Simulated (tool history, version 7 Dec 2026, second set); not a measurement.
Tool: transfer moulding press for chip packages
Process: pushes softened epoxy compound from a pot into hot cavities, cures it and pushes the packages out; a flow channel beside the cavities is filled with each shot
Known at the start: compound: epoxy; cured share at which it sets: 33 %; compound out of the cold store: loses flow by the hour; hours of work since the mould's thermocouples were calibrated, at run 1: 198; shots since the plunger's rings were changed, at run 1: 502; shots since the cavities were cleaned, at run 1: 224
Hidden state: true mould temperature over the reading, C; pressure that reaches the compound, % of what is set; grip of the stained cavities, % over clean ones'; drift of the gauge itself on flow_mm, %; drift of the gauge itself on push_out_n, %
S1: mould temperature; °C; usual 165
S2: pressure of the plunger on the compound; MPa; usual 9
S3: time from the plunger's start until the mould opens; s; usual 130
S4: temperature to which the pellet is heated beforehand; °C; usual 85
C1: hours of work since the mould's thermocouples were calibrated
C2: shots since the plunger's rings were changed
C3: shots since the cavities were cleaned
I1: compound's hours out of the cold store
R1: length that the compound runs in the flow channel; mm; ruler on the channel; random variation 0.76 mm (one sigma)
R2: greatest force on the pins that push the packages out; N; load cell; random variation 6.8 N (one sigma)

Run 1, hour 0: usual settings; C1 198; C2 502; C3 224; I1 8.4. Result: R1 646.9 mm, R2 280 N.
Run 2, hour 97.3: usual settings but S4 79 °C; C1 260; C2 1352; C3 1074; I1 27.6. Result: R1 578.8 mm, R2 268 N.
At hour 105.8: cavities cleaned with cleaning compound and waxed.
Run 3, hour 159.3: usual settings but S4 79 °C; C1 298; C2 1881; C3 467; I1 42.1. Result: R1 532.6 mm, R2 267 N.
At hour 212.2: mould's thermocouples calibrated.
Run 4, hour 223.4: usual settings but S4 79 °C; C1 7; C2 2423; C3 1009; I1 16.3. Result: R1 615.2 mm, R2 282 N.
At hour 237.3: cavities cleaned with cleaning compound and waxed.
At hour 253.3: plunger's sealing rings changed.
Run 5, hour 319.8: usual settings but S4 79 °C; C1 66; C2 581; C3 699; I1 40.1. Result: R1 539.3 mm, R2 258 N.
At hour 374.9: cavities cleaned with cleaning compound and waxed.
Run 6, hour 388.7: usual settings but S4 79 °C; C1 108; C2 1170; C3 120; I1 13.9. Result: R1 626.6 mm, R2 283 N.
Run 7, hour 472.1: usual settings but S4 79 °C; C1 161; C2 1900; C3 850; I1 17. Result: R1 613 mm, R2 299 N.
At hour 505.8: cavities cleaned with cleaning compound and waxed.
At hour 562.4: plunger's sealing rings changed.
Run 8, hour 575.8: usual settings but S4 79 °C; C1 225; C2 117; C3 590; I1 40.1. Result: R1 538.3 mm, R2 266 N.
At hour 640.6: cavities cleaned with cleaning compound and waxed.
Run 9, hour 649: usual settings but S4 79 °C; C1 270; C2 744; C3 74; I1 28.1. Result: R1 576.6 mm, R2 269 N.
Run 10, hour 702.6: usual settings but S4 79 °C; C1 304; C2 1212; C3 542; I1 8.9. Result: R1 642.7 mm, R2 294 N.
At hour 747.9: mould's thermocouples calibrated.
Run 11, hour 760.7: usual settings but S4 89 °C; C1 8; C2 1702; C3 1032; I1 30.6. Result: R1 567.6 mm, R2 274 N.
At hour 775.1: cavities cleaned with cleaning compound and waxed.
Run 12, hour 813.7: usual settings; C1 41; C2 2153; C3 338; I1 22.3. Result: R1 596.3 mm, R2 282 N.
At hour 870.7: plunger's sealing rings changed.
Run 13, hour 870.7: usual settings but S1 161 °C; C1 75; C2 0; C3 814; I1 32.2. Result: R1 572.4 mm, R2 331 N.
At hour 913: cavities cleaned with cleaning compound and waxed.
Run 14, hour 940.4: usual settings but S1 161 °C; C1 119; C2 596; C3 239; I1 47.5. Result: R1 526 mm, R2 312 N.
Run 15, hour 1018.6: usual settings but S1 161 °C; C1 168; C2 1280; C3 923; I1 19.8. Result: R1 615.9 mm, R2 350 N.
At hour 1044.3: cavities cleaned with cleaning compound and waxed.
Run 16, hour 1064.4: usual settings but S1 161 °C; C1 196; C2 1667; C3 176; I1 12.9. Result: R1 640.9 mm, R2 345 N.
Run 17, hour 1128.3: usual settings but S1 161 °C; C1 237; C2 2226; C3 735; I1 30.6. Result: R1 577.7 mm, R2 327 N.
At hour 1179: plunger's sealing rings changed.
At hour 1180.5: cavities cleaned with cleaning compound and waxed.
Run 18, hour 1196: usual settings but S1 161 °C; C1 277; C2 135; C3 135; I1 12.9. Result: R1 640.2 mm, R2 361 N.
Run 19, hour 1265.4: usual settings but S1 172 °C; C1 321; C2 742; C3 742; I1 10.1. Result: R1 622.5 mm, R2 240 N.
At hour 1280.8: mould's thermocouples calibrated.
At hour 1314.3: cavities cleaned with cleaning compound and waxed.
Run 20, hour 1331.7: usual settings but S1 159 °C, S2 10.09 MPa, S4 89 °C; C1 31; C2 1291; C3 152; I1 26. Result: R1 632 mm, R2 356 N.
Run 21, hour 1416.5: usual settings but S1 172 °C, S2 7.07 MPa; C1 85; C2 2032; C3 893; I1 22.1. Result: R1 514.2 mm, R2 238 N.
At hour 1443.6: cavities cleaned with cleaning compound and waxed.
At hour 1488.8: plunger's sealing rings changed.
Run 22, hour 1502.3: usual settings but S3 110 s, S4 80 °C; C1 137; C2 118; C3 491; I1 18.6. Result: R1 610 mm, R2 374 N.
At hour 1581.2: cavities cleaned with cleaning compound and waxed.
Run 23, hour 1596.7: usual settings but S1 169 °C, S2 8.7 MPa, S3 131 s, S4 80 °C; C1 196; C2 930; C3 135; I1 26.4. Result: R1 564.8 mm, R2 245 N.
Run 24, hour 1645.3: usual settings but S1 169 °C, S2 8.86 MPa, S3 131 s, S4 80 °C; C1 227; C2 1355; C3 560; I1 48. Result: R1 504.1 mm, R2 231 N.
Run 25, hour 1695.7: usual settings but S1 163 °C, S2 8.86 MPa, S3 131 s, S4 79 °C; C1 259; C2 1796; C3 1001; I1 37.8. Result: R1 545.6 mm, R2 298 N.
At hour 1712.9: cavities cleaned with cleaning compound and waxed.
Run 26, hour 1779.7: usual settings but S2 10.78 MPa, S4 78 °C; C1 311; C2 2517; C3 584; I1 10.9. Result: R1 695.1 mm, R2 273 N.
At hour 1795.7: plunger's sealing rings changed.
At hour 1815.9: mould's thermocouples calibrated.
At hour 1850.1: cavities cleaned with cleaning compound and waxed.
Run 27, hour 1881: usual settings but S1 164 °C, S2 6.92 MPa, S4 78 °C; C1 40; C2 716; C3 271; I1 31.6. Result: R1 497.9 mm, R2 269 N.
Run 28, hour 1947.4: usual settings but S1 164 °C, S2 6.92 MPa, S4 78 °C; C1 82; C2 1296; C3 851; I1 13.3. Result: R1 552.8 mm, R2 304 N.

Forecast each of these 3 alternatives for the next run:
At hour 1986.8: cavities cleaned with cleaning compound and waxed.
Run A, hour 2045.5: usual settings but S1 164 °C, S2 6.92 MPa, S3 129 s, S4 78 °C; C1 144; C2 2141; C3 513; I1 30.9. Result: R1 ?, R2 ?.
At hour 1986.8: cavities cleaned with cleaning compound and waxed.
Run B, hour 2045.5: usual settings but S1 166 °C, S3 133 s; C1 144; C2 2141; C3 513; I1 23.5. Result: R1 ?, R2 ?.
At hour 1986.8: cavities cleaned with cleaning compound and waxed.
Run C, hour 2045.5: usual settings but S1 159 °C, S2 8.15 MPa, S4 89 °C; C1 144; C2 2141; C3 513; I1 38.4. Result: R1 ?, R2 ?.

run     R1   R2
  A  500.4  285
  B  588.6  258
  C  530.1  361
Without the tool's hidden state the same runs would have given:
run     R1   R2
  A  500.7  281
  B  588.9  255
  C  530.3  356

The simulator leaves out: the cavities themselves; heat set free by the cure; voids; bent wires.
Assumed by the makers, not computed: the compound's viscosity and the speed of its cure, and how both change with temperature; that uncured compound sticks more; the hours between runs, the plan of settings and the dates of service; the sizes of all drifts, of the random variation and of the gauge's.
